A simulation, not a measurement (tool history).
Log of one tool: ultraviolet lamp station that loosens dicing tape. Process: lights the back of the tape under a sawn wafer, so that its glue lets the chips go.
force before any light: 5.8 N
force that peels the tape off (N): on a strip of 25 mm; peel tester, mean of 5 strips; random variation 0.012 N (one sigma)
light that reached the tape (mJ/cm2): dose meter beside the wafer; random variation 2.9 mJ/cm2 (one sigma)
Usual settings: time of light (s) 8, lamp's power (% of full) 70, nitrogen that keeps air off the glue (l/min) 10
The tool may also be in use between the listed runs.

| run | hour | time of light (s) | lamp's power (% of full) | nitrogen that keeps air off the glue (l/min) | force that peels the tape off (N) | light that reached the tape (mJ/cm2) |
|---|---|---|---|---|---|---|
| 1 | 0 | 8 | 70 | 10 | 0.932 | 298 |
| 2 | 27.3 | 8 | 70 | 10 | 0.974 | 297 |
|  | 32.6 | window cleaned of glue's vapour |
| 3 | 41.3 | 8 | 70 | 10 | 0.79 | 335 |
| 4 | 59.6 | 8 | 70 | 10 | 0.812 | 335 |
| 5 | 88.4 | 8 | 99 | 10 | 0.47 | 458 |
| 6 | 104.4 | 8 | 70 | 19 | 0.637 | 326 |
| 7 | 130.7 | 8 | 70 | 19 | 0.647 | 313 |
| 8 | 160.2 | 8 | 70 | 19 | 0.674 | 317 |
| 9 | 175.3 | 8 | 70 | 19 | 0.685 | 311 |
| 10 | 189.7 | 16 | 70 | 10 | 0.323 | 618 |
| 11 | 218.9 | 16 | 70 | 10 | 0.341 | 606 |
| 12 | 245.8 | 13 | 70 | 10 | 0.449 | 482 |
| 13 | 273.4 | 13 | 70 | 10 | 0.462 | 475 |
| 14 | 288 | 13 | 70 | 10 | 0.444 | 463 |
| 15 | 301.5 | 13 | 70 | 10 | 0.455 | 462 |
| 16 | 314.6 | 13 | 70 | 10 | 0.474 | 460 |
| 17 | 343 | 8 | 70 | 10 | 1.041 | 279 |
| 18 | 359.7 | 8 | 70 | 10 | 1.068 | 272 |
| 19 | 378.8 | 8 | 70 | 10 | 1.086 | 275 |
| 20 | 394 | 8 | 70 | 10 | 1.045 | 272 |
|  | 396.1 | window cleaned of glue's vapour |
| 21 | 419.7 | 8 | 70 | 18 | 0.732 | 308 |
| 22 | 434.3 | 16 | 90 | 10 | 0.275 | 775 |
| 23 | 460.6 | 14 | 70 | 16 | 0.333 | 527 |
| 24 | 473 | 10 | 63 | 10 | 0.816 | 331 |
| 25 | 502.4 | 8 | 94 | 9 | 0.66 | 392 |
| 26 | 519.8 | 8 | 70 | 12 | 0.947 | 286 |
| 27 | 533.4 | 8 | 70 | 12 | 0.922 | 287 |
|  | 545.4 | lamp changed |
| 28 | 549.9 | 8 | 82 | 10 | 0.468 | 463 |
| 29 | 573.4 | 11 | 64 | 6 | 0.555 | 496 |
| 30 | 590.2 | 11 | 64 | 6 | 0.562 | 492 |
| 31 | 618.2 | 11 | 64 | 6 | 0.586 | 490 |
| 32 | 648.3 | 6 | 74 | 10 | 0.923 | 295 |
| 33 | 666.6 | 4 | 70 | 18 | 1.497 | 183 |
| 34 | 678.9 | 4 | 70 | 12 | 1.696 | 183 |
| 35 | 691.9 | 4 | 69 | 8 | 2.011 | 185 |
| 36 | 707 | 5 | 86 | 5 | 1.463 | 283 |
| 37 | 730.9 | 5 | 86 | 5 | 1.494 | 276 |
| 38 | 744.7 | 8 | 95 | 10 | 0.445 | 485 |
|  | 760.1 | window cleaned of glue's vapour |
| 39 | 760.6 | 5 | 68 | 3 | 2.01 | 250 |
| 40 | 778.6 | 10 | 64 | 6 | 0.615 | 463 |
| 41 | 797.3 | 8 | 70 | 14 | 0.515 | 402 |
| 42 | 823.3 | 5 | 86 | 4 | 1.429 | 303 |

5 ways to go on from here, each from the tool as it stands after run 42. What would each give?
| A | 839.9 | 9 | 60 | 17 | ? | ? |
| B | 839.9 | 8 | 61 | 8 | ? | ? |
| C | 839.9 | 4 | 86 | 4 | ? | ? |
| D | 839.9 | 8 | 70 | 7 | ? | ? |
| E | 839.9 | 4 | 70 | 6 | ? | ? |

| run | force that peels the tape off (N) | light that reached the tape (mJ/cm2) |
|---|---|---|
| A | 0.522 | 376 |
| B | 0.863 | 341 |
| C | 1.907 | 237 |
| D | 0.77 | 395 |
| E | 2.043 | 195 |
Without the tool's hidden state the same runs would have given:
| run | force that peels the tape off (N) | light that reached the tape (mJ/cm2) |
|---|---|---|
| A | 0.446 | 416 |
| B | 0.734 | 378 |
| C | 1.704 | 263 |
| D | 0.654 | 436 |
| E | 1.836 | 216 |

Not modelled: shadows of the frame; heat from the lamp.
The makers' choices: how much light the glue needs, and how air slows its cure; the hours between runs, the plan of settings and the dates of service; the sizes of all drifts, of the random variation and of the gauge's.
